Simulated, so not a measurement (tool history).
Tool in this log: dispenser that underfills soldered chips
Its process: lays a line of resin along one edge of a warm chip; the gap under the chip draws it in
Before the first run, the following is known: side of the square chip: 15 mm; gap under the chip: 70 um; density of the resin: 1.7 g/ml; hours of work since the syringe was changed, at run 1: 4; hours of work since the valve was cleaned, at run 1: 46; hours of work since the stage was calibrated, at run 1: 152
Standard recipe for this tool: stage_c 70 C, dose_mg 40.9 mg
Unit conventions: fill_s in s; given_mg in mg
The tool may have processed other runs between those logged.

run  hour  stage_c  dose_mg  hours of work since the syringe was changed  hours of work since the valve was cleaned  hours of work since the stage was calibrated  fill_s  given_mg
  1     0       70     40.9                                            4                                         46                                           152   123.1     39.84
  2   2.5       70     40.9                                            6                                         48                                           154   143.7     39.74
      7.2  -- new syringe of resin
  3   7.9       70     40.9                                            0                                         52                                           158     100     39.45
  4  12.5       73     40.9                                            4                                         55                                           161   116.7     39.14
  5  15.3       70     40.9                                            6                                         57                                           163   150.3     39.29
       19  -- new syringe of resin
  6    19       63     40.9                                            0                                         60                                           166   119.5     39.37
  7  23.5       71     46.2                                            3                                         63                                           169   114.4     44.28
  8  28.1       71     46.2                                            7                                         67                                           172   149.9      44.5
     31.1  -- new syringe of resin
  9  33.8       70     46.9                                            2                                         71                                           176   107.2     44.43
 10  37.7       69     45.7                                            5                                         74                                           179   140.1     43.71
 11  41.6       58       50                                            8                                         76                                           182   248.8     47.44

Here are 3 independent what-if runs from the current tool condition. What would each one return?
     43.2  -- new syringe of resin
  A  47.5       78     37.1                                            3                                         81                                           186       ?         ?
     43.2  -- new syringe of resin
  B  47.5       79     34.9                                            3                                         81                                           186       ?         ?
     43.2  -- new syringe of resin
  C  47.5       62     40.3                                            3                                         81                                           186       ?         ?

run  fill_s  given_mg
  A    97.5     35.23
  B    94.9        33
  C   161.9     38.38
Without the tool's unlogged condition, the same runs would have read:
run  fill_s  given_mg
  A    72.5     37.09
  B    70.3     34.74
  C   120.5     40.41

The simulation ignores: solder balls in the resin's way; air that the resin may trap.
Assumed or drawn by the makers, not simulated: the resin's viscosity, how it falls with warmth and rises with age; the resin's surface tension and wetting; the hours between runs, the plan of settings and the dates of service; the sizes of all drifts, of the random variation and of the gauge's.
